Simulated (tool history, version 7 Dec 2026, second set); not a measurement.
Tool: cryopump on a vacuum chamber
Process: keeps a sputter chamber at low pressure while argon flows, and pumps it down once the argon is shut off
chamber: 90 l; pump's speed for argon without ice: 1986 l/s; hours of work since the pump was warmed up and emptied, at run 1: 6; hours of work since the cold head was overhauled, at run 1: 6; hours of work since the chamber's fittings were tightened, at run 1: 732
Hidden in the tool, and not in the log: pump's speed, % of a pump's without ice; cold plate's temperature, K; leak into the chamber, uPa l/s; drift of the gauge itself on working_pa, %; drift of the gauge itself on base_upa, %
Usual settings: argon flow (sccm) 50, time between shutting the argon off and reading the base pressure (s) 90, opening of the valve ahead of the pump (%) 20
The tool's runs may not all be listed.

run   hour  argon flow (sccm)  time between shutting the argon off and reading the base pressure (s)  opening of the valve ahead of the pump (%)  hours of work since the pump was warmed up and emptied  hours of work since the cold head was overhauled  hours of work since the chamber's fittings were tightened  pressure while argon flows (Pa)  pressure after the wait (uPa)
  1    0.0                 50                                                                     90                                          20                                                       6                                                 6                                                        732                           0.2144                           1.06
  2   11.1                 50                                                                     90                                          20                                                      11                                                11                                                        737                           0.2126                           1.09
  3   17.7                 50                                                                     90                                          20                                                      14                                                14                                                        740                           0.2142                           1.05
  4   27.0                 50                                                                     90                                          20                                                      18                                                18                                                        744                           0.2137                           1.11
  5   34.8                 50                                                                     90                                          20                                                      22                                                22                                                        748                           0.2113                           1.10
  6   42.6                 50                                                                     55                                          20                                                      25                                                25                                                        751                           0.2122                           1.40
  7   54.8                 50                                                                     55                                          20                                                      31                                                31                                                        757                           0.2137                           1.32
  8   70.4                 50                                                                     55                                          20                                                      38                                                38                                                        764                           0.2131                           1.40
  9   81.5                 62                                                                     90                                          20                                                      42                                                42                                                        769                           0.2655                           1.13
 10   94.5                 62                                                                     90                                          20                                                      48                                                48                                                        774                           0.2656                           1.12
 11  107.8                 62                                                                     90                                          20                                                      54                                                54                                                        780                           0.2635                           1.14
 12  115.1                 62                                                                     90                                          20                                                      57                                                57                                                        784                           0.2667                           1.16
 13  129.2                 62                                                                     90                                          20                                                      64                                                64                                                        790                           0.2639                           1.15
 14  142.6                 50                                                                     90                                          20                                                      70                                                70                                                        796                           0.2142                           1.18
 15  156.4                 50                                                                     90                                          20                                                      76                                                76                                                        802                           0.2146                           1.10
 16  171.2                 50                                                                     90                                          20                                                      82                                                82                                                        808                           0.2137                           1.19
 17  185.4                 50                                                                     90                                          20                                                      89                                                89                                                        815                           0.2151                           1.16
 18  196.4                 50                                                                     90                                          20                                                      93                                                93                                                        820                           0.2144                           1.14
 19  211.8                 91                                                                    150                                          20                                                     100                                               100                                                        827                           0.3895                           0.97
 20  220.2                 91                                                                    150                                          20                                                     104                                               104                                                        830                           0.3905                           1.03
 21  234.4                 91                                                                    150                                          20                                                     110                                               110                                                        837                           0.3904                           1.04
 22  248.6                 40                                                                     52                                          17                                                     117                                               117                                                        843                           0.2013                           1.52
 23  262.4                 38                                                                     90                                          20                                                     123                                               123                                                        849                           0.1633                           1.12
 24  277.7                 50                                                                    141                                          51                                                     130                                               130                                                        856                           0.0854                           1.01
 25  284.7                 61                                                                    141                                          41                                                     133                                               133                                                        859                           0.1284                           1.04
 26  299.6                 28                                                                    153                                          22                                                     139                                               139                                                        866                           0.1100                           1.07
 27  307.4                 28                                                                    153                                          22                                                     143                                               143                                                        869                           0.1105                           1.04
 28  322.2                 30                                                                     36                                          36                                                     149                                               149                                                        876                           0.0714                           1.86
 29  329.4                 30                                                                     67                                          36                                                     153                                               153                                                        879                           0.0722                           1.36
 30  340.4                 93                                                                     83                                          31                                                     157                                               157                                                        884                           0.2584                           1.25
 31  348.8                 93                                                                     83                                          31                                                     161                                               161                                                        887                           0.2596                           1.26
 32  358.0                 93                                                                    193                                          31                                                     165                                               165                                                        891                           0.2592                           1.05
 33  372.0                 50                                                                     46                                          46                                                     171                                               171                                                        898                           0.0951                           1.61
 34  385.9                 76                                                                     76                                          17                                                     178                                               178                                                        904                           0.3847                           1.31
 35  396.6                 50                                                                     82                                          20                                                     182                                               182                                                        909                           0.2173                           1.26

3 ways to go on from here, each from the tool as it stands after run 35. What would each give?
  A  411.7                 50                                                                     44                                          41                                                     189                                               189                                                        915                                ?                              ?
  B  411.7                 50                                                                     90                                          23                                                     189                                               189                                                        915                                ?                              ?
  C  411.7                 50                                                                    117                                          16                                                     189                                               189                                                        915                                ?                              ?

run  pressure while argon flows (Pa)  pressure after the wait (uPa)
  A                           0.1057                           1.67
  B                           0.1873                           1.24
  C                           0.2682                           1.15
Without the tool's hidden state the same runs would have given:
run  pressure while argon flows (Pa)  pressure after the wait (uPa)
  A                           0.1028                           1.01
  B                           0.1845                           0.56
  C                           0.2653                           0.47

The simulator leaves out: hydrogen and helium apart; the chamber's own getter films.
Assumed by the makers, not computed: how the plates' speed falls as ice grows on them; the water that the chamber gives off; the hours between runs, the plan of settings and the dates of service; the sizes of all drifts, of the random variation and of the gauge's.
